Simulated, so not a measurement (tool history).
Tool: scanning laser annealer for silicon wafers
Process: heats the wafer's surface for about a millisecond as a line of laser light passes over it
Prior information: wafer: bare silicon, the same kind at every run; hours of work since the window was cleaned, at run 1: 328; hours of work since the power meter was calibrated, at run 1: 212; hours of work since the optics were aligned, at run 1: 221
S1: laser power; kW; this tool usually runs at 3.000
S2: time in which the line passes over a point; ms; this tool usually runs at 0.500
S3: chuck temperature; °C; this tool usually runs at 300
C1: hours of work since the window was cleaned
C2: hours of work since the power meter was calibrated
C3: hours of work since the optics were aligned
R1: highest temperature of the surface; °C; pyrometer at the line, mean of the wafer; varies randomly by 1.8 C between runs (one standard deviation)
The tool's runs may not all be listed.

run  hour     S1     S2   S3   C1   C2   C3    R1
  1   0.0  3.000  0.500  300  328  212  221  1037
  2   8.5  3.000  0.500  300  334  218  227  1039
  3  16.2  3.000  0.500  300  339  223  232  1038
  4  24.0  3.000  0.500  300  345  229  238  1042
  5  31.7  3.000  0.500  300  350  234  243  1040
  6  36.3  3.135  0.500  300  353  238  246  1076
  7  46.0  3.000  0.500  273  360  245  253  1012
  8  51.4  3.000  0.500  273  364  248  257  1010
  9  62.6  2.644  0.550  316  372  256  265   983
 10  70.7  2.667  0.514  290  378  262  271   941
 11  77.8  2.667  0.514  290  383  267  276   942
 12  84.1  3.296  0.546  319  387  272  280  1177
 13  91.1  3.296  0.546  319  392  277  285  1177

Hidden state or all else? Some run-to-run changes of R1, split into what the settings, what came in and random variation would give without the hidden state, and what is left for the hidden state (with any gauge scatter that isn't in both results):
The hidden state here: light that passes the window, % of a clean one's; laser's true power over the reading, %; width of the line over the set one, %; drift of the gauge itself on peak_c, C.
Run 11 -> 12: S1 2.667 -> 3.296, S2 0.514 -> 0.546, S3 290 -> 319. R1 +235 °C: hidden state -8, all else +243.
